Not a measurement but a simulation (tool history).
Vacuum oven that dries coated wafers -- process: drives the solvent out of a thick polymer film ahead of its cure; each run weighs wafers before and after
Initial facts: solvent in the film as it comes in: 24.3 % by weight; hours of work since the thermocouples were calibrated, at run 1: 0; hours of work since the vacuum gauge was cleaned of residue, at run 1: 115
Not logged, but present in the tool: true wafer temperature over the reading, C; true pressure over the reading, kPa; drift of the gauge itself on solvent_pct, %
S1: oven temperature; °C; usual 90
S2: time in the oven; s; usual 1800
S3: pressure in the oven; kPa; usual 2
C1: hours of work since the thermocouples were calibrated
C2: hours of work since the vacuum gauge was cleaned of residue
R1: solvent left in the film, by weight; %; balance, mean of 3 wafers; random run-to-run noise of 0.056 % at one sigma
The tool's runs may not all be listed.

run 1 hour=0 | S1=90 S2=1800 S3=2 | C1=0 C2=115 | R1=2.5
run 2 hour=8.5 | S1=97 S2=1800 S3=2 | C1=6 C2=121 | R1=1.48
run 3 hour=20.2 | S1=97 S2=1800 S3=2 | C1=15 C2=130 | R1=1.57
run 4 hour=28.9 | S1=97 S2=1800 S3=2 | C1=22 C2=137 | R1=1.57
run 5 hour=35.1 | S1=97 S2=1800 S3=2 | C1=27 C2=141 | R1=1.52
run 6 hour=46.3 | S1=97 S2=1800 S3=2 | C1=35 C2=150 | R1=1.55
run 7 hour=54.4 | S1=90 S2=2760 S3=2 | C1=41 C2=156 | R1=1.74
run 8 hour=62.2 | S1=101 S2=1800 S3=2 | C1=47 C2=162 | R1=1.04
run 9 hour=73.3 | S1=90 S2=1800 S3=2 | C1=55 C2=170 | R1=2.52
run 10 hour=84.4 | S1=90 S2=1800 S3=2 | C1=64 C2=179 | R1=2.5
run 11 hour=94.4 | S1=100 S2=1800 S3=2 | C1=71 C2=186 | R1=1.23
run 12 hour=104.4 | S1=100 S2=1800 S3=2 | C1=79 C2=194 | R1=1.3
run 13 hour=110.5 | S1=100 S2=1800 S3=2 | C1=84 C2=198 | R1=1.33
run 14 hour=115.9 | S1=90 S2=1800 S3=2 | C1=88 C2=202 | R1=2.57
run 15 hour=122.5 | S1=90 S2=1800 S3=2 | C1=93 C2=207 | R1=2.59
-- hour=124.7 vacuum gauge cleaned of residue and calibrated
run 16 hour=130.6 | S1=90 S2=1800 S3=2 | C1=98 C2=4 | R1=2.55
run 17 hour=135.6 | S1=90 S2=1260 S3=2 | C1=101 C2=8 | R1=3.89
run 18 hour=146.3 | S1=90 S2=1260 S3=2 | C1=110 C2=16 | R1=4.03
run 19 hour=155.2 | S1=102 S2=1080 S3=2.66 | C1=116 C2=23 | R1=2.34
run 20 hour=160.7 | S1=92 S2=1080 S3=2 | C1=120 C2=27 | R1=4.23
run 21 hour=172.6 | S1=92 S2=960 S3=1.8 | C1=129 C2=36 | R1=4.82
-- hour=175.4 vacuum gauge cleaned of residue and calibrated, once more
run 22 hour=182.9 | S1=80 S2=1740 S3=2.2 | C1=136 C2=6 | R1=5.31
run 23 hour=192.9 | S1=80 S2=1740 S3=2.2 | C1=144 C2=13 | R1=5.48
run 24 hour=198.9 | S1=85 S2=1800 S3=2 | C1=148 C2=18 | R1=3.59
run 25 hour=209.7 | S1=85 S2=1800 S3=2 | C1=156 C2=26 | R1=3.64
run 26 hour=220.6 | S1=92 S2=2460 S3=1.78 | C1=165 C2=34 | R1=1.57
run 27 hour=228.4 | S1=90 S2=960 S3=7.96 | C1=170 C2=40 | R1=9.11
run 28 hour=236.1 | S1=90 S2=960 S3=7.96 | C1=176 C2=46 | R1=9.15
run 29 hour=242.6 | S1=98 S2=3000 S3=2 | C1=181 C2=51 | R1=1.17
run 30 hour=253.6 | S1=93 S2=1320 S3=5.79 | C1=190 C2=59 | R1=5.27
run 31 hour=262.8 | S1=90 S2=1800 S3=1.24 | C1=197 C2=66 | R1=1.96
run 32 hour=270.2 | S1=103 S2=1800 S3=4.49 | C1=202 C2=72 | R1=2.06
run 33 hour=279.6 | S1=103 S2=2580 S3=3.78 | C1=209 C2=79 | R1=1.77
run 34 hour=285 | S1=103 S2=2040 S3=3.78 | C1=213 C2=83 | R1=1.72
run 35 hour=291.9 | S1=93 S2=2760 S3=3.11 | C1=219 C2=88 | R1=2.18
run 36 hour=303.3 | S1=105 S2=2760 S3=3.84 | C1=227 C2=97 | R1=1.51

What differs in the tool's unlogged condition from the final listed run ahead of each entry between runs to the first listed run following it?
Runs 15 to 16: vacuum gauge cleaned of residue and calibrated (hour 124.7)
  true pressure over the reading, kPa: 0.049 -> 0.074
  measured value less the no-hidden-state value, R1: +0.09 -> +0.1 %
Runs 21 to 22: vacuum gauge cleaned of residue and calibrated, once more (hour 175.4)
  true wafer temperature over the reading, C: -0.33 -> -0.34; true pressure over the reading, kPa: 0.081 -> 0.008
  measured value less the no-hidden-state value, R1: +0.14 -> +0.12 %
